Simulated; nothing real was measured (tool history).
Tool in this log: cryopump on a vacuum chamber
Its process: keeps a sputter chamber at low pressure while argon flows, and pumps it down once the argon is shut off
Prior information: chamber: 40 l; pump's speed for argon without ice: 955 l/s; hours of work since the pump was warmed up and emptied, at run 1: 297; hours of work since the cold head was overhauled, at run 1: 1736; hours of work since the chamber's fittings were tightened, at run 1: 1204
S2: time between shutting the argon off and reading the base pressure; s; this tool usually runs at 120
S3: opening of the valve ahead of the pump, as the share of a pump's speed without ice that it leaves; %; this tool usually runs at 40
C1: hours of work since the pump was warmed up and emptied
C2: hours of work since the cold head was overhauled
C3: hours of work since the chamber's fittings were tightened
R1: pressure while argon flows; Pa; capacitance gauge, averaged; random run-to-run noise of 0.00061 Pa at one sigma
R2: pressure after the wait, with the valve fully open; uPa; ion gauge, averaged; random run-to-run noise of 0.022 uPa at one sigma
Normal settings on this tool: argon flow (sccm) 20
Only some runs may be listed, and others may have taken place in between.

{"run": 1, "hour": 0.0, "argon flow (sccm)": 20, "S2": 120, "S3": 40, "C1": 297, "C2": 1736, "C3": 1204, "R1": 0.1, "R2": 1.43}
{"run": 2, "hour": 76.8, "argon flow (sccm)": 20, "S2": 120, "S3": 40, "C1": 335, "C2": 1774, "C3": 1242, "R1": 0.1029, "R2": 1.52}
{"hour": 100.4, "done": "pump warmed up, emptied and cooled again"}
{"run": 3, "hour": 147.1, "argon flow (sccm)": 18, "S2": 120, "S3": 40, "C1": 23, "C2": 1806, "C3": 1274, "R1": 0.0817, "R2": 1.23}
{"run": 4, "hour": 245.1, "argon flow (sccm)": 18, "S2": 120, "S3": 40, "C1": 72, "C2": 1855, "C3": 1323, "R1": 0.0815, "R2": 1.34}
{"run": 5, "hour": 337.7, "argon flow (sccm)": 18, "S2": 120, "S3": 40, "C1": 117, "C2": 1901, "C3": 1369, "R1": 0.0836, "R2": 1.38}
{"run": 6, "hour": 449.5, "argon flow (sccm)": 18, "S2": 120, "S3": 40, "C1": 173, "C2": 1956, "C3": 1424, "R1": 0.0838, "R2": 1.42}
{"run": 7, "hour": 501.6, "argon flow (sccm)": 20, "S2": 21, "S3": 40, "C1": 199, "C2": 1982, "C3": 1450, "R1": 0.0959, "R2": 2.95}
{"run": 8, "hour": 610.8, "argon flow (sccm)": 20, "S2": 21, "S3": 40, "C1": 253, "C2": 2036, "C3": 1504, "R1": 0.0987, "R2": 3.02}
{"run": 9, "hour": 704.4, "argon flow (sccm)": 20, "S2": 120, "S3": 41, "C1": 299, "C2": 2082, "C3": 1550, "R1": 0.0974, "R2": 1.58}
{"hour": 796.4, "done": "pump warmed up, emptied and cooled again"}
{"run": 10, "hour": 820.6, "argon flow (sccm)": 20, "S2": 120, "S3": 41, "C1": 12, "C2": 2137, "C3": 1605, "R1": 0.0886, "R2": 1.37}
{"run": 11, "hour": 893.9, "argon flow (sccm)": 20, "S2": 120, "S3": 43, "C1": 48, "C2": 2174, "C3": 1641, "R1": 0.0847, "R2": 1.41}
{"run": 12, "hour": 995.0, "argon flow (sccm)": 20, "S2": 120, "S3": 43, "C1": 98, "C2": 2224, "C3": 1691, "R1": 0.0862, "R2": 1.49}
{"run": 13, "hour": 1041.3, "argon flow (sccm)": 10, "S2": 120, "S3": 43, "C1": 121, "C2": 2247, "C3": 1714, "R1": 0.043, "R2": 1.51}
{"run": 14, "hour": 1138.0, "argon flow (sccm)": 10, "S2": 120, "S3": 43, "C1": 169, "C2": 2294, "C3": 1762, "R1": 0.0441, "R2": 1.59}
{"run": 15, "hour": 1242.0, "argon flow (sccm)": 10, "S2": 120, "S3": 43, "C1": 221, "C2": 2346, "C3": 1814, "R1": 0.0448, "R2": 1.61}
{"run": 16, "hour": 1342.4, "argon flow (sccm)": 10, "S2": 120, "S3": 43, "C1": 270, "C2": 2396, "C3": 1863, "R1": 0.0467, "R2": 1.71}
{"run": 17, "hour": 1450.1, "argon flow (sccm)": 20, "S2": 120, "S3": 40, "C1": 324, "C2": 2449, "C3": 1917, "R1": 0.1011, "R2": 1.79}
{"hour": 1490.5, "done": "pump warmed up, emptied and cooled again"}
{"run": 18, "hour": 1543.0, "argon flow (sccm)": 21, "S2": 120, "S3": 46, "C1": 26, "C2": 2492, "C3": 1960, "R1": 0.0826, "R2": 1.55}
{"run": 19, "hour": 1591.4, "argon flow (sccm)": 20, "S2": 75, "S3": 55, "C1": 50, "C2": 2516, "C3": 1984, "R1": 0.0673, "R2": 1.7}
{"run": 20, "hour": 1668.7, "argon flow (sccm)": 20, "S2": 75, "S3": 55, "C1": 88, "C2": 2555, "C3": 2022, "R1": 0.0693, "R2": 1.77}
{"run": 21, "hour": 1720.5, "argon flow (sccm)": 20, "S2": 75, "S3": 55, "C1": 114, "C2": 2580, "C3": 2048, "R1": 0.0693, "R2": 1.81}
{"run": 22, "hour": 1780.2, "argon flow (sccm)": 20, "S2": 37, "S3": 20, "C1": 143, "C2": 2610, "C3": 2077, "R1": 0.1835, "R2": 2.35}
{"run": 23, "hour": 1831.5, "argon flow (sccm)": 20, "S2": 31, "S3": 48, "C1": 169, "C2": 2635, "C3": 2103, "R1": 0.0807, "R2": 2.58}
{"run": 24, "hour": 1905.7, "argon flow (sccm)": 19, "S2": 164, "S3": 59, "C1": 205, "C2": 2672, "C3": 2140, "R1": 0.065, "R2": 1.71}
{"run": 25, "hour": 2016.4, "argon flow (sccm)": 19, "S2": 164, "S3": 59, "C1": 260, "C2": 2727, "C3": 2194, "R1": 0.0668, "R2": 1.89}
{"run": 26, "hour": 2109.9, "argon flow (sccm)": 20, "S2": 203, "S3": 15, "C1": 307, "C2": 2773, "C3": 2241, "R1": 0.2486, "R2": 1.88}
{"hour": 2186.8, "done": "pump warmed up, emptied and cooled again"}
{"run": 27, "hour": 2200.8, "argon flow (sccm)": 20, "S2": 203, "S3": 15, "C1": 7, "C2": 2815, "C3": 2283, "R1": 0.2395, "R2": 1.58}
{"run": 28, "hour": 2295.2, "argon flow (sccm)": 20, "S2": 27, "S3": 15, "C1": 54, "C2": 2862, "C3": 2330, "R1": 0.2389, "R2": 2.93}
{"run": 29, "hour": 2357.9, "argon flow (sccm)": 10, "S2": 34, "S3": 22, "C1": 85, "C2": 2893, "C3": 2361, "R1": 0.0825, "R2": 2.6}
{"run": 30, "hour": 2421.9, "argon flow (sccm)": 16, "S2": 26, "S3": 16, "C1": 116, "C2": 2925, "C3": 2393, "R1": 0.1813, "R2": 2.99}
{"run": 31, "hour": 2502.7, "argon flow (sccm)": 16, "S2": 26, "S3": 16, "C1": 156, "C2": 2965, "C3": 2433, "R1": 0.1811, "R2": 3.02}
{"run": 32, "hour": 2551.6, "argon flow (sccm)": 16, "S2": 26, "S3": 16, "C1": 181, "C2": 2989, "C3": 2457, "R1": 0.1823, "R2": 3.09}
{"run": 33, "hour": 2605.2, "argon flow (sccm)": 30, "S2": 211, "S3": 30, "C1": 207, "C2": 3016, "C3": 2483, "R1": 0.19, "R2": 1.82}
{"run": 34, "hour": 2683.6, "argon flow (sccm)": 15, "S2": 88, "S3": 29, "C1": 246, "C2": 3054, "C3": 2522, "R1": 0.099, "R2": 2.14}

Alternative continuations, all from the tool just after run 34; predict every row:
{"run": "A", "hour": 2735.4, "argon flow (sccm)": 29, "S2": 34, "S3": 17, "C1": 271, "C2": 3080, "C3": 2548, "R1": "?", "R2": "?"}
{"run": "B", "hour": 2735.4, "argon flow (sccm)": 27, "S2": 88, "S3": 29, "C1": 271, "C2": 3080, "C3": 2548, "R1": "?", "R2": "?"}
{"run": "C", "hour": 2735.4, "argon flow (sccm)": 15, "S2": 32, "S3": 50, "C1": 271, "C2": 3080, "C3": 2548, "R1": "?", "R2": "?"}
{"run": "D", "hour": 2735.4, "argon flow (sccm)": 15, "S2": 88, "S3": 49, "C1": 271, "C2": 3080, "C3": 2548, "R1": "?", "R2": "?"}

run=A R1=0.3184 R2=2.85
run=B R1=0.1800 R2=2.28
run=C R1=0.0611 R2=2.97
run=D R1=0.0623 R2=2.27
Without the tool's unlogged condition, the same runs would have read:
run=A R1=0.3024 R2=1.42
run=B R1=0.1652 R2=0.78
run=C R1=0.0529 R2=1.51
run=D R1=0.0541 R2=0.79
